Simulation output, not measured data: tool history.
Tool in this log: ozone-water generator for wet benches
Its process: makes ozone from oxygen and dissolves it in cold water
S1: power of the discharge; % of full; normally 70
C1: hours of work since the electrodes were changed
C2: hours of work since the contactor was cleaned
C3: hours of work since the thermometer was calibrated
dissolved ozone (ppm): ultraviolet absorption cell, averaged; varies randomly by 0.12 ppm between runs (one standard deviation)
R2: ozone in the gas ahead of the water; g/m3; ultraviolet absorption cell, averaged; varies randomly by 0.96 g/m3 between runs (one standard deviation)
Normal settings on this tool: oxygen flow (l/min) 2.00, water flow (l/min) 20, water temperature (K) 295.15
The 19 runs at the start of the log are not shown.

run 20 hour=538.0 | S1=47 oxygen_flow_(l/min)=2.00 water_flow_(l/min)=20 water_temperature_(K)=290.15 | C1=1031 C2=4114 C3=2746 | dissolved_ozone_(ppm)=7.9 R2=123.4
run 21 hour=563.5 | S1=70 oxygen_flow_(l/min)=2.00 water_flow_(l/min)=12 water_temperature_(K)=289.15 | C1=1052 C2=4136 C3=2768 | dissolved_ozone_(ppm)=17.3 R2=161.9
run 22 hour=601.7 | S1=51 oxygen_flow_(l/min)=2.24 water_flow_(l/min)=20 water_temperature_(K)=289.15 | C1=1085 C2=4168 C3=2800 | dissolved_ozone_(ppm)=8.9 R2=124.4
run 23 hour=632.6 | S1=51 oxygen_flow_(l/min)=2.24 water_flow_(l/min)=20 water_temperature_(K)=289.15 | C1=1112 C2=4195 C3=2827 | dissolved_ozone_(ppm)=9.1 R2=124.9
run 24 hour=654.6 | S1=70 oxygen_flow_(l/min)=2.00 water_flow_(l/min)=18 water_temperature_(K)=289.15 | C1=1130 C2=4214 C3=2846 | dissolved_ozone_(ppm)=11.9 R2=159.4
run 25 hour=675.9 | S1=70 oxygen_flow_(l/min)=2.00 water_flow_(l/min)=18 water_temperature_(K)=289.15 | C1=1149 C2=4232 C3=2864 | dissolved_ozone_(ppm)=12.1 R2=161.2
run 26 hour=713.9 | S1=70 oxygen_flow_(l/min)=2.00 water_flow_(l/min)=18 water_temperature_(K)=289.15 | C1=1181 C2=4265 C3=2897 | dissolved_ozone_(ppm)=12.0 R2=161.6
run 27 hour=752.1 | S1=41 oxygen_flow_(l/min)=1.08 water_flow_(l/min)=21 water_temperature_(K)=290.15 | C1=1214 C2=4297 C3=2929 | dissolved_ozone_(ppm)=5.5 R2=138.6
run 28 hour=785.7 | S1=41 oxygen_flow_(l/min)=2.00 water_flow_(l/min)=20 water_temperature_(K)=292.15 | C1=1243 C2=4326 C3=2958 | dissolved_ozone_(ppm)=7.2 R2=110.0
run 29 hour=817.9 | S1=41 oxygen_flow_(l/min)=2.00 water_flow_(l/min)=20 water_temperature_(K)=292.15 | C1=1270 C2=4354 C3=2986 | dissolved_ozone_(ppm)=7.4 R2=110.0
run 30 hour=852.1 | S1=41 oxygen_flow_(l/min)=2.00 water_flow_(l/min)=20 water_temperature_(K)=292.15 | C1=1300 C2=4383 C3=3015 | dissolved_ozone_(ppm)=7.3 R2=110.4
run 31 hour=884.1 | S1=82 oxygen_flow_(l/min)=2.00 water_flow_(l/min)=20 water_temperature_(K)=289.15 | C1=1327 C2=4410 C3=3042 | dissolved_ozone_(ppm)=12.1 R2=176.5
run 32 hour=915.8 | S1=82 oxygen_flow_(l/min)=2.00 water_flow_(l/min)=20 water_temperature_(K)=289.15 | C1=1354 C2=4438 C3=3070 | dissolved_ozone_(ppm)=12.2 R2=176.1
run 33 hour=939.9 | S1=68 oxygen_flow_(l/min)=2.28 water_flow_(l/min)=16 water_temperature_(K)=295.15 | C1=1375 C2=4458 C3=3090 | dissolved_ozone_(ppm)=13.1 R2=146.3
-- hour=946.1 gauge calibrated
run 34 hour=957.7 | S1=56 oxygen_flow_(l/min)=1.90 water_flow_(l/min)=16 water_temperature_(K)=297.15 | C1=1390 C2=4474 C3=3105 | dissolved_ozone_(ppm)=10.7 R2=140.7

Branching from run 34: 3 alternative next runs. What would each branch give?
run A hour=981.9 | S1=70 oxygen_flow_(l/min)=2.81 water_flow_(l/min)=20 water_temperature_(K)=299.15 | C1=1411 C2=4494 C3=3126 | dissolved_ozone_(ppm)=? R2=?
run B hour=981.9 | S1=47 oxygen_flow_(l/min)=1.90 water_flow_(l/min)=16 water_temperature_(K)=297.15 | C1=1411 C2=4494 C3=3126 | dissolved_ozone_(ppm)=? R2=?
run C hour=981.9 | S1=69 oxygen_flow_(l/min)=1.90 water_flow_(l/min)=28 water_temperature_(K)=297.15 | C1=1411 C2=4494 C3=3126 | dissolved_ozone_(ppm)=? R2=?

run=A dissolved_ozone_(ppm)=11.2 R2=142.2
run=B dissolved_ozone_(ppm)=9.5 R2=125.5
run=C dissolved_ozone_(ppm)=7.0 R2=164.7
Take away the tool's hidden state, keep each run's random variation, and the runs would have read:
run=A dissolved_ozone_(ppm)=11.2 R2=142.6
run=B dissolved_ozone_(ppm)=9.5 R2=125.8
run=C dissolved_ozone_(ppm)=7.0 R2=165.2
